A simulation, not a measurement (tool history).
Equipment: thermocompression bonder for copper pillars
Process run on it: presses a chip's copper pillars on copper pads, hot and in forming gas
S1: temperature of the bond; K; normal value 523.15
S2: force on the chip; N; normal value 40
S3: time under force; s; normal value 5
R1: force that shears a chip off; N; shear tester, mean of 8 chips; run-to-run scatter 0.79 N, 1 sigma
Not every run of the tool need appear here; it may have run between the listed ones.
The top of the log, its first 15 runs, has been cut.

run 16 hour=140.8 | S1=523.15 S2=40 S3=5 | R1=63.9
run 17 hour=154.4 | S1=523.15 S2=40 S3=5 | R1=63.0
run 18 hour=163.5 | S1=523.15 S2=40 S3=3 | R1=52.0
run 19 hour=175.5 | S1=523.15 S2=40 S3=3 | R1=53.4
run 20 hour=189.8 | S1=523.15 S2=40 S3=3 | R1=53.5
run 21 hour=198.3 | S1=522.15 S2=40 S3=3 | R1=51.9
run 22 hour=205.5 | S1=507.15 S2=47 S3=3 | R1=48.4
run 23 hour=219.1 | S1=507.15 S2=54 S3=3 | R1=57.8
run 24 hour=225.7 | S1=523.15 S2=54 S3=9 | R1=95.4
run 25 hour=237.3 | S1=522.15 S2=29 S3=13 | R1=63.1
-- hour=239.5 force cell calibrated
run 26 hour=248.8 | S1=522.15 S2=55 S3=13 | R1=104.1
run 27 hour=262.3 | S1=519.15 S2=57 S3=7 | R1=89.6

What does the tool deliver on the next run?
run 28 hour=270.3 | S1=519.15 S2=57 S3=7 | R1=?

For run 28 the tool returned R1 88.6 N.
The same run, on a tool lacking any hidden state, would have yielded R1 89.2 N.
